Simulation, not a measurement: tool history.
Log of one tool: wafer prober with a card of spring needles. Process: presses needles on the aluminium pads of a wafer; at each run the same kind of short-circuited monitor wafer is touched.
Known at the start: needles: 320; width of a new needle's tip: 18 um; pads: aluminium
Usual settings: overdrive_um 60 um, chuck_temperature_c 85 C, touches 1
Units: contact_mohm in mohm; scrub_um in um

run,hour,overdrive_um,chuck_temperature_c,touches,contact_mohm,scrub_um
1,0.0,60,85,1,198,7.22
# hour 5.3: tips cleaned on abrasive film
2,8.9,60,85,1,199,7.20
3,15.0,60,85,1,192,7.20
# hour 20.5: tips cleaned on abrasive film
4,20.8,60,85,1,197,7.21
5,31.0,60,85,1,197,7.20
# hour 35.1: tips cleaned on abrasive film
6,41.7,60,85,1,197,7.21
7,48.8,60,85,1,196,7.17
# hour 49.6: tips cleaned on abrasive film
8,59.8,60,85,1,197,7.18
# hour 64.5: tips cleaned on abrasive film
9,65.9,60,85,1,197,7.22
10,75.6,60,85,1,197,7.22
# hour 79.0: tips cleaned on abrasive film
11,83.0,60,85,1,197,7.23
12,92.1,60,85,1,195,7.17
# hour 93.9: tips cleaned on abrasive film
13,97.3,60,85,1,196,7.21
14,106.1,60,78,1,198,7.22
# hour 108.5: tips cleaned on abrasive film
15,112.3,60,85,1,199,7.23
16,118.3,60,85,1,198,7.20
# hour 123.1: tips cleaned on abrasive film
17,125.8,62,85,1,196,7.45
18,131.2,62,85,1,197,7.44
# hour 138.2: tips cleaned on abrasive film
19,140.5,63,80,2,195,7.58
20,147.5,63,80,2,196,7.55
# hour 153.1: tips cleaned on abrasive film
21,154.8,57,80,2,198,6.87
22,164.9,45,85,1,204,5.41
# hour 167.7: tips cleaned on abrasive film
23,169.8,45,85,1,203,5.41
24,179.0,46,46,1,194,5.49
# hour 182.6: tips cleaned on abrasive film
25,186.7,46,28,2,191,5.52
26,195.2,46,47,2,191,5.53
# hour 198.0: tips cleaned on abrasive film
27,206.2,46,48,1,194,5.52
28,211.4,60,64,1,192,7.22
# hour 212.8: tips cleaned on abrasive film
29,221.3,60,34,2,187,7.23
# hour 227.4: tips cleaned on abrasive film
30,227.7,60,60,2,193,7.19
31,237.2,64,85,1,197,7.70
# hour 242.3: tips cleaned on abrasive film
32,247.8,64,85,1,196,7.70
33,254.1,64,34,1,183,7.71
# hour 256.7: tips cleaned on abrasive film
34,259.6,72,85,1,194,8.64

3 ways to go on from here, each from the tool as it stands after run 34. What would each give?
A,265.4,66,68,1,?,?
B,265.4,62,48,1,?,?
C,265.4,60,26,2,?,?

run,contact_mohm,scrub_um
A,192,7.93
B,188,7.44
C,185,7.20
Without the tool's hidden state the same runs would have given:
run,contact_mohm,scrub_um
A,192,7.93
B,188,7.45
C,184,7.21
